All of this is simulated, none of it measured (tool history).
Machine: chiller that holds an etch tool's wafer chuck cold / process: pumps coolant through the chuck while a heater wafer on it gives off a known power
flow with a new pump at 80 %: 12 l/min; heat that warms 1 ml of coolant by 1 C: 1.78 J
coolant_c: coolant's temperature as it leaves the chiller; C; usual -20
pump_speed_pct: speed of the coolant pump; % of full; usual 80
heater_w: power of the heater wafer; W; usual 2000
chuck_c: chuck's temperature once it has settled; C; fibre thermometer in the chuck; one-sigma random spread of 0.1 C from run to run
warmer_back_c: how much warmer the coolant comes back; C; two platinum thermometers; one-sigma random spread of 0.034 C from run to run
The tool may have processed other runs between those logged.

| run | hour | coolant_c | pump_speed_pct | heater_w | chuck_c | warmer_back_c |
|---|---|---|---|---|---|---|
| 1 | 0.0 | -20 | 80 | 2000 | 3.2 | 5.60 |
| 2 | 30.5 | -20 | 80 | 2000 | 3.4 | 5.62 |
| 3 | 63.4 | -20 | 80 | 2000 | 2.9 | 5.55 |
| 4 | 102.2 | -20 | 80 | 2000 | 3.1 | 5.59 |
| 5 | 132.4 | -20 | 80 | 2000 | 3.2 | 5.62 |
| 6 | 157.5 | -20 | 80 | 2000 | 3.3 | 5.59 |
| 7 | 185.8 | -20 | 72 | 2000 | 5.0 | 6.30 |
| 8 | 224.2 | -20 | 72 | 2000 | 5.1 | 6.24 |
| 9 | 256.7 | -20 | 64 | 2000 | 7.3 | 6.96 |
| 10 | 290.6 | -20 | 94 | 2000 | 0.6 | 4.73 |
| 11 | 312.6 | -20 | 94 | 2607 | 6.7 | 6.20 |
| 12 | 342.6 | -20 | 94 | 2607 | 6.8 | 6.22 |
| 13 | 386.4 | -20 | 94 | 2607 | 6.7 | 6.23 |
| 14 | 413.5 | -20 | 94 | 2607 | 6.9 | 6.27 |
| 15 | 436.4 | -20 | 94 | 2607 | 7.1 | 6.19 |
| 16 | 460.2 | -20 | 94 | 2607 | 6.9 | 6.22 |
| 17 | 488.5 | -27 | 89 | 1929 | -6.3 | 4.87 |
| 18 | 517.7 | -17 | 92 | 1929 | 3.0 | 4.76 |

What will run 19 give?
| 19 | 547.3 | -17 | 92 | 1929 | ? | ? |

chuck_c: 3.2 C
warmer_back_c: 4.71 C
Minus the tool's unlogged condition, the same run would have read chuck_c 3.2 C, warmer_back_c 4.71 C.
